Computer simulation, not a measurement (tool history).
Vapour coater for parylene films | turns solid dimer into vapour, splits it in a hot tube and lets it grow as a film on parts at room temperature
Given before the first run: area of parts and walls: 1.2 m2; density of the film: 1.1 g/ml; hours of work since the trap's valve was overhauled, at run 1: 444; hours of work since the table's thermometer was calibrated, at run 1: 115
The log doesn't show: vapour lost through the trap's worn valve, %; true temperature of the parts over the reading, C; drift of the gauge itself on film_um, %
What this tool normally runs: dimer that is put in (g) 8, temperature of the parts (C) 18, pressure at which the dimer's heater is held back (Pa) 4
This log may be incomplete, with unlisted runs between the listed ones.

run   hour  dimer that is put in (g)  temperature of the parts (C)  pressure at which the dimer's heater is held back (Pa)  hours of work since the trap's valve was overhauled  hours of work since the table's thermometer was calibrated  thickness of the film (um)
  1      0                         8                            18                                                       4                                                  444                                                         115                         3.4
  2   16.3                         8                            18                                                       4                                                  455                                                         126                        3.38
      37.1  -- trap's valve overhauled
  3   47.8                         8                            18                                                       4                                                    7                                                         145                        3.96
  4   67.9                         8                            18                                                       4                                                   21                                                         159                        3.89
  5   94.4                         8                            18                                                       4                                                   40                                                         178                         3.9
  6  107.4                         8                            18                                                       4                                                   49                                                         187                        3.88
  7  124.5                         8                            18                                                    5.47                                                   61                                                         198                        3.71
  8  138.8                         8                            18                                                    5.47                                                   70                                                         208                        3.66
  9  160.1                         8                            11                                                       4                                                   85                                                         223                        5.09
 10  176.6                         8                            11                                                       4                                                   97                                                         234                        5.12
 11  189.9                         8                            18                                                       4                                                  106                                                         244                        3.86
 12  213.5                         8                            18                                                       4                                                  122                                                         260                        3.78
 13  228.8                        13                            18                                                       4                                                  133                                                         271                        6.18
 14  244.4                         8                            10                                                       4                                                  144                                                         281                        5.19
 15  264.5                         8                            10                                                       4                                                  158                                                         295                         5.2
     266.7  -- table's thermometer calibrated
 16  288.9                         8                            18                                                       4                                                  174                                                          15                        3.72
 17    314                         8                            18                                                       4                                                  191                                                          33                        3.72
     324.7  -- table's thermometer calibrated, once more
 18  334.5                         8                            18                                                    5.91                                                  205                                                           7                        3.48
 19  351.5                         8                            18                                                       4                                                  217                                                          19                        3.69
 20  363.5                         8                            18                                                    3.72                                                  225                                                          27                        3.72
 21  388.3                         8                            18                                                       4                                                  242                                                          44                        3.62
 22  406.9                         8                            26                                                       4                                                  255                                                          57                        2.67
 23  427.3                         8                            26                                                       4                                                  269                                                          71                        2.62
 24  443.9                         8                            18                                                       4                                                  280                                                          83                        3.63
 25  456.4                         8                            18                                                    2.26                                                  289                                                          91                        3.98
 26  481.2                        11                            21                                                    2.23                                                  306                                                         108                        4.74
 27    498                         8                            20                                                    4.42                                                  318                                                         120                        3.22
 28    518                         8                            20                                                    4.42                                                  332                                                         134                        3.24
 29  535.1                         5                            18                                                    6.67                                                  344                                                         146                        2.04
 30  547.7                         8                            18                                                    4.46                                                  352                                                         155                        3.48
 31  568.1                         8                            18                                                    4.46                                                  367                                                         169                        3.43
 32  586.8                         8                            18                                                    4.46                                                  380                                                         182                        3.41
 33  603.6                         5                            11                                                    7.95                                                  391                                                         193                        2.61
 34    626                         6                            27                                                   11.37                                                  407                                                         209                        1.54
 35  649.1                         6                            27                                                   11.37                                                  423                                                         225                        1.49
 36  666.8                         6                            18                                                       4                                                  435                                                         237                        2.57
 37    689                         6                            11                                                     4.6                                                  450                                                         252                        3.31
 38  707.2                         6                            11                                                     4.6                                                  463                                                         265                        3.31
     716.6  -- trap's valve overhauled
 39  725.3                         6                            18                                                    2.83                                                    6                                                         275                        3.13
 40  743.5                        13                            13                                                     4.5                                                   19                                                         287                        7.74
 41  759.1                        13                            13                                                     4.5                                                   29                                                         298                        7.73
 42  775.4                        13                            17                                                    6.24                                                   41                                                         310                        6.25
 43  800.4                        12                            19                                                    9.43                                                   58                                                         327                        4.95
 44  824.9                         8                            12                                                    3.67                                                   75                                                         344                        5.07
 45  844.9                         4                            12                                                   11.83                                                   89                                                         358                        2.07
 46  868.9                         8                            18                                                     4.1                                                  105                                                         374                         3.9
 47  891.5                         9                            14                                                       4                                                  121                                                         390                        5.07

Branching from run 47: 4 alternative next runs. What would each branch give?
  A  908.9                         9                            15                                                    7.33                                                  133                                                         402                           ?
  B  908.9                         3                            17                                                       4                                                  133                                                         402                           ?
  C  908.9                         9                            14                                                    3.45                                                  133                                                         402                           ?
  D  908.9                        11                            14                                                       4                                                  133                                                         402                           ?

run  thickness of the film (um)
  A                         4.4
  B                        1.51
  C                        5.25
  D                        6.27
With the hidden condition removed and each run's random variation left untouched, the same runs would have given:
run  thickness of the film (um)
  A                        4.54
  B                        1.56
  C                        5.42
  D                        6.47
